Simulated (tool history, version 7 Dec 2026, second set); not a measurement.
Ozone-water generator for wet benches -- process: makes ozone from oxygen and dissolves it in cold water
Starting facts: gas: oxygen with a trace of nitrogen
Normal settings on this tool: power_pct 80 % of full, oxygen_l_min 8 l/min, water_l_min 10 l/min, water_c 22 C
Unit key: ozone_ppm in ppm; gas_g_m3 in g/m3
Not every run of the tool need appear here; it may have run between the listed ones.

run 1 hour=0 | power_pct=80 oxygen_l_min=8 water_l_min=10 water_c=22 | ozone_ppm=29.8 gas_g_m3=177.4
run 2 hour=33 | power_pct=80 oxygen_l_min=8 water_l_min=10 water_c=22 | ozone_ppm=29.7 gas_g_m3=177.6
run 3 hour=49.2 | power_pct=80 oxygen_l_min=8 water_l_min=10 water_c=22 | ozone_ppm=30.2 gas_g_m3=174.5
run 4 hour=81.2 | power_pct=80 oxygen_l_min=8 water_l_min=10 water_c=22 | ozone_ppm=29.3 gas_g_m3=176
run 5 hour=109.9 | power_pct=44 oxygen_l_min=8 water_l_min=10 water_c=22 | ozone_ppm=20.1 gas_g_m3=118.1
run 6 hour=141 | power_pct=44 oxygen_l_min=8 water_l_min=10 water_c=22 | ozone_ppm=20.1 gas_g_m3=119.7
run 7 hour=173 | power_pct=44 oxygen_l_min=8 water_l_min=10 water_c=22 | ozone_ppm=19.7 gas_g_m3=119.6
run 8 hour=200.9 | power_pct=80 oxygen_l_min=8 water_l_min=8 water_c=22 | ozone_ppm=32.6 gas_g_m3=175.2
run 9 hour=220.3 | power_pct=51 oxygen_l_min=8 water_l_min=8 water_c=22 | ozone_ppm=24.2 gas_g_m3=131.1
run 10 hour=238.5 | power_pct=51 oxygen_l_min=8 water_l_min=8 water_c=22 | ozone_ppm=24.4 gas_g_m3=131.9
run 11 hour=254.8 | power_pct=51 oxygen_l_min=8 water_l_min=8 water_c=22 | ozone_ppm=24.4 gas_g_m3=129.7
run 12 hour=286.3 | power_pct=80 oxygen_l_min=4.46 water_l_min=10 water_c=22 | ozone_ppm=32.8 gas_g_m3=234.3
run 13 hour=314.6 | power_pct=80 oxygen_l_min=8 water_l_min=10 water_c=22 | ozone_ppm=29 gas_g_m3=175.8
run 14 hour=339.1 | power_pct=80 oxygen_l_min=6.18 water_l_min=10 water_c=22 | ozone_ppm=31.2 gas_g_m3=199.4
run 15 hour=374.9 | power_pct=80 oxygen_l_min=6.18 water_l_min=10 water_c=22 | ozone_ppm=30.8 gas_g_m3=200
run 16 hour=403.7 | power_pct=80 oxygen_l_min=6.18 water_l_min=10 water_c=22 | ozone_ppm=30.7 gas_g_m3=198.5
run 17 hour=438.3 | power_pct=80 oxygen_l_min=6.18 water_l_min=10 water_c=22 | ozone_ppm=30.8 gas_g_m3=197.8
run 18 hour=465.6 | power_pct=97 oxygen_l_min=6.26 water_l_min=9 water_c=21 | ozone_ppm=37.3 gas_g_m3=225.6
run 19 hour=484.6 | power_pct=47 oxygen_l_min=10.8 water_l_min=10 water_c=22 | ozone_ppm=19.1 gas_g_m3=105.8
run 20 hour=513.4 | power_pct=80 oxygen_l_min=6.47 water_l_min=15 water_c=30 | ozone_ppm=19.7 gas_g_m3=195.3
run 21 hour=549.5 | power_pct=80 oxygen_l_min=6.47 water_l_min=15 water_c=30 | ozone_ppm=19.8 gas_g_m3=193.2
run 22 hour=573.7 | power_pct=49 oxygen_l_min=5.21 water_l_min=11 water_c=30 | ozone_ppm=18.4 gas_g_m3=157.8
run 23 hour=606.9 | power_pct=49 oxygen_l_min=4.8 water_l_min=11 water_c=22 | ozone_ppm=21.8 gas_g_m3=163.3
run 24 hour=638.7 | power_pct=60 oxygen_l_min=4.17 water_l_min=11 water_c=20 | ozone_ppm=26.2 gas_g_m3=201.8
run 25 hour=654.4 | power_pct=43 oxygen_l_min=8 water_l_min=10 water_c=22 | ozone_ppm=19.7 gas_g_m3=115.9
run 26 hour=684.6 | power_pct=43 oxygen_l_min=8 water_l_min=10 water_c=22 | ozone_ppm=19.4 gas_g_m3=115
run 27 hour=715.3 | power_pct=66 oxygen_l_min=7.02 water_l_min=11 water_c=16 | ozone_ppm=29 gas_g_m3=164.3
run 28 hour=735.8 | power_pct=59 oxygen_l_min=8.95 water_l_min=11 water_c=14 | ozone_ppm=26.7 gas_g_m3=134.2
run 29 hour=766.9 | power_pct=80 oxygen_l_min=6.93 water_l_min=14 water_c=28 | ozone_ppm=21.7 gas_g_m3=185.7
run 30 hour=796 | power_pct=80 oxygen_l_min=4.63 water_l_min=10 water_c=20 | ozone_ppm=33.1 gas_g_m3=230
run 31 hour=816.8 | power_pct=80 oxygen_l_min=6.6 water_l_min=8 water_c=19 | ozone_ppm=35.9 gas_g_m3=190.6
run 32 hour=838.9 | power_pct=80 oxygen_l_min=6.6 water_l_min=8 water_c=19 | ozone_ppm=36.8 gas_g_m3=190.9

The log once held 2 entries between its listed runs, left out of this copy. Where does each go, and what is different about the tool's unlogged condition between the listed run before it and the listed run after it?
Between runs 20 and 21: water thermometer calibrated (hour 517.1)
  contactor's efficiency, % of a clean one's: 89 -> 88.9; true water temperature over the reading, C: 0.23 -> 0.34
  measured value less the no-hidden-state value, ozone_ppm: -1.5 -> -1.5 ppm; gas_g_m3: -2.1 -> -2.2 g/m3
Between runs 22 and 23: water thermometer calibrated, once more (hour 585.3)
  contactor's efficiency, % of a clean one's: 88.8 -> 88.7; true water temperature over the reading, C: 0.34 -> 0.02
  measured value less the no-hidden-state value, ozone_ppm: -1.2 -> -1.3 ppm; gas_g_m3: -1.3 -> -1.4 g/m3
